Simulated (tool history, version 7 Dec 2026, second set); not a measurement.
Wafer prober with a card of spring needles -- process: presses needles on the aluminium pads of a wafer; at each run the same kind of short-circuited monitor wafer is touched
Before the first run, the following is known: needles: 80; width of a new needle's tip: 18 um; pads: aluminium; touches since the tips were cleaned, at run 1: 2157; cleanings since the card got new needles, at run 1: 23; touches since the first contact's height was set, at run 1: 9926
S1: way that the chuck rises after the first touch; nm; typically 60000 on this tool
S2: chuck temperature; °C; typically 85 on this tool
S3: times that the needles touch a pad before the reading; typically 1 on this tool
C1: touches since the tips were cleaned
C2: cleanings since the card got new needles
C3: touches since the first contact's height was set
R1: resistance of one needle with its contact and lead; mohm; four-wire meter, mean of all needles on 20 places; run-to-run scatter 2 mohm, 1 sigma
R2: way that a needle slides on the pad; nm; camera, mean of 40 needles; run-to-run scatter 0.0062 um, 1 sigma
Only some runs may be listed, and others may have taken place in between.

| run | hour | S1 | S2 | S3 | C1 | C2 | C3 | R1 | R2 |
|---|---|---|---|---|---|---|---|---|---|
| 1 | 0.0 | 60000 | 85 | 1 | 2157 | 23 | 9926 | 213 | 8787 |
|  | 9.0 | tips cleaned on abrasive film |
| 2 | 11.5 | 60000 | 85 | 1 | 1218 | 24 | 15509 | 215 | 8801 |
|  | 22.4 | tips cleaned on abrasive film |
| 3 | 30.8 | 60000 | 85 | 3 | 4094 | 25 | 24907 | 213 | 8793 |
|  | 35.6 | tips cleaned on abrasive film |
| 4 | 47.3 | 60000 | 85 | 3 | 5737 | 26 | 32962 | 213 | 8790 |
|  | 48.5 | tips cleaned on abrasive film |
|  | 61.9 | tips cleaned on abrasive film |
| 5 | 70.4 | 60000 | 85 | 2 | 4136 | 28 | 44182 | 216 | 8810 |
|  | 76.1 | tips cleaned on abrasive film |
|  | 89.2 | tips cleaned on abrasive film |
| 6 | 93.3 | 60000 | 85 | 1 | 1993 | 30 | 55319 | 213 | 8817 |
|  | 102.9 | tips cleaned on abrasive film |
| 7 | 102.9 | 60000 | 85 | 1 | 0 | 31 | 59998 | 214 | 8812 |
|  | 116.5 | tips cleaned on abrasive film |
| 8 | 118.2 | 60000 | 85 | 1 | 879 | 32 | 67471 | 216 | 8828 |
|  | 129.3 | tips cleaned on abrasive film |
| 9 | 139.3 | 67000 | 85 | 1 | 4911 | 33 | 77769 | 215 | 9856 |
|  | 142.3 | tips cleaned on abrasive film |
|  | 150.8 | height of the first contact set anew |
| 10 | 153.8 | 67000 | 85 | 1 | 5524 | 34 | 1514 | 212 | 9868 |
|  | 155.4 | tips cleaned on abrasive film |
|  | 168.7 | tips cleaned on abrasive film |
| 11 | 177.2 | 67000 | 85 | 1 | 4160 | 36 | 12875 | 214 | 9885 |
|  | 182.6 | tips cleaned on abrasive film |
| 12 | 194.8 | 60000 | 85 | 1 | 5981 | 37 | 21455 | 216 | 8848 |
|  | 196.7 | tips cleaned on abrasive film |
| 13 | 207.5 | 60000 | 85 | 1 | 5320 | 38 | 27635 | 219 | 8864 |
|  | 209.6 | tips cleaned on abrasive film |
| 14 | 217.6 | 60000 | 85 | 1 | 3942 | 39 | 32537 | 212 | 8855 |
|  | 222.5 | tips cleaned on abrasive film |
|  | 236.4 | tips cleaned on abrasive film |
| 15 | 241.0 | 68000 | 85 | 1 | 2264 | 41 | 43901 | 213 | 10040 |
|  | 249.5 | tips cleaned on abrasive film |
| 16 | 257.0 | 68000 | 85 | 2 | 3659 | 42 | 51698 | 211 | 10042 |
|  | 262.9 | tips cleaned on abrasive film |
| 17 | 267.2 | 68000 | 85 | 2 | 2110 | 43 | 56665 | 214 | 10056 |
|  | 277.1 | tips cleaned on abrasive film |
| 18 | 286.7 | 68000 | 85 | 2 | 4673 | 44 | 66154 | 212 | 10065 |
|  | 290.1 | tips cleaned on abrasive film |
|  | 303.4 | tips cleaned on abrasive film |
| 19 | 305.2 | 68000 | 85 | 2 | 902 | 46 | 75157 | 212 | 10071 |
|  | 316.4 | tips cleaned on abrasive film |
| 20 | 318.9 | 43000 | 45 | 2 | 1255 | 47 | 81838 | 209 | 6374 |
|  | 321.1 | height of the first contact set anew |
|  | 330.1 | tips cleaned on abrasive film |
| 21 | 335.8 | 46000 | 63 | 1 | 2760 | 48 | 7166 | 215 | 6826 |
|  | 343.0 | tips cleaned on abrasive film |
|  | 356.4 | tips cleaned on abrasive film |
| 22 | 356.5 | 60000 | 90 | 1 | 52 | 50 | 17240 | 214 | 8911 |
|  | 369.9 | tips cleaned on abrasive film |
| 23 | 377.3 | 60000 | 90 | 1 | 3630 | 51 | 27374 | 214 | 8921 |

What will run 24 give?
|  | 383.4 | tips cleaned on abrasive film |
|  | 397.5 | tips cleaned on abrasive film |
| 24 | 398.5 | 60000 | 90 | 1 | 492 | 53 | 37706 | ? | ? |

Run 24 came out at R1 210 mohm, R2 8919 nm.
With the hidden condition absent and the run-to-run variation left alone, this run would have shown R1 210 mohm, R2 8779 nm.

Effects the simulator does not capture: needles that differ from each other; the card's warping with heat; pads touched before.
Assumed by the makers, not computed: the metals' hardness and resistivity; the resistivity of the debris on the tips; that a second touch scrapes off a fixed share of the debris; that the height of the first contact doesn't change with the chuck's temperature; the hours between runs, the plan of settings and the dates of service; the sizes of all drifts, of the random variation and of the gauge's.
